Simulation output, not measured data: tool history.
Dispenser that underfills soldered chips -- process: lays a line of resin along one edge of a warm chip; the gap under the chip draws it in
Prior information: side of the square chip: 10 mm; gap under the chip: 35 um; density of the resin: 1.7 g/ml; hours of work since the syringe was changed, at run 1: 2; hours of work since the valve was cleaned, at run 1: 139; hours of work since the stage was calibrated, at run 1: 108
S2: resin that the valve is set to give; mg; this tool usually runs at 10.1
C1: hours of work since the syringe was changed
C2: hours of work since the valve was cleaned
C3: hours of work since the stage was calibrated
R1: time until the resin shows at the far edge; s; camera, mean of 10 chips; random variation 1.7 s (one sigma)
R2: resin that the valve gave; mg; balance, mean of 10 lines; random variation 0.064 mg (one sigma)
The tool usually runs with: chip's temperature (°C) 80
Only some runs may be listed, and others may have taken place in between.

Run 1, hour 0: usual settings; C1 2; C2 139; C3 108. Result: R1 193.6 s, R2 8.94 mg.
At hour 1.6: dispensing valve cleaned and set on the balance.
Run 2, hour 6.1: usual settings; C1 5; C2 3; C3 111. Result: R1 257.4 s, R2 10.2 mg.
Run 3, hour 10.4: usual settings; C1 8; C2 6; C3 114. Result: R1 339.4 s, R2 9.96 mg.
At hour 12.2: new syringe of resin.
Run 4, hour 15.9: usual settings; C1 3; C2 10; C3 118. Result: R1 202.8 s, R2 10.02 mg.
Run 5, hour 21: usual settings but S2 9.6 mg; C1 6; C2 13; C3 122. Result: R1 282.8 s, R2 9.44 mg.
Run 6, hour 24.3: usual settings but S2 9.6 mg; C1 9; C2 16; C3 124. Result: R1 353.9 s, R2 9.49 mg.
At hour 26: new syringe of resin.
Run 7, hour 29.4: usual settings but S2 9.6 mg; C1 2; C2 19; C3 127. Result: R1 204.3 s, R2 9.44 mg.
Run 8, hour 35.5: usual settings but S2 9.6 mg; C1 7; C2 23; C3 132. Result: R1 285.1 s, R2 9.45 mg.
At hour 39.3: new syringe of resin.
Run 9, hour 39.5: usual settings but chip's temperature (°C) 88, S2 10.9 mg; C1 0; C2 26; C3 134. Result: R1 119.1 s, R2 10.69 mg.
Run 10, hour 43.5: usual settings but chip's temperature (°C) 88, S2 10.9 mg; C1 3; C2 29; C3 137. Result: R1 151.4 s, R2 10.59 mg.
Run 11, hour 47.5: usual settings but chip's temperature (°C) 92, S2 9.2 mg; C1 6; C2 32; C3 140. Result: R1 170.6 s, R2 8.82 mg.
Run 12, hour 50: usual settings but chip's temperature (°C) 82, S2 11.6 mg; C1 8; C2 33; C3 142. Result: R1 287.6 s, R2 11.27 mg.
At hour 52.6: new syringe of resin.
Run 13, hour 56.1: usual settings but chip's temperature (°C) 82, S2 11 mg; C1 2; C2 38; C3 146. Result: R1 182.4 s, R2 10.62 mg.

What will run 14 give?
Run 14, hour 61.9: usual settings but chip's temperature (°C) 75, S2 12.9 mg; C1 7; C2 42; C3 150. Result: R1 ?, R2 ?.

{"run 14": {"R1": 356.5, "R2": 12.6}}
With the hidden condition absent and the run-to-run variation left alone, this run would have shown R1 210.3 s, R2 13.06 mg.

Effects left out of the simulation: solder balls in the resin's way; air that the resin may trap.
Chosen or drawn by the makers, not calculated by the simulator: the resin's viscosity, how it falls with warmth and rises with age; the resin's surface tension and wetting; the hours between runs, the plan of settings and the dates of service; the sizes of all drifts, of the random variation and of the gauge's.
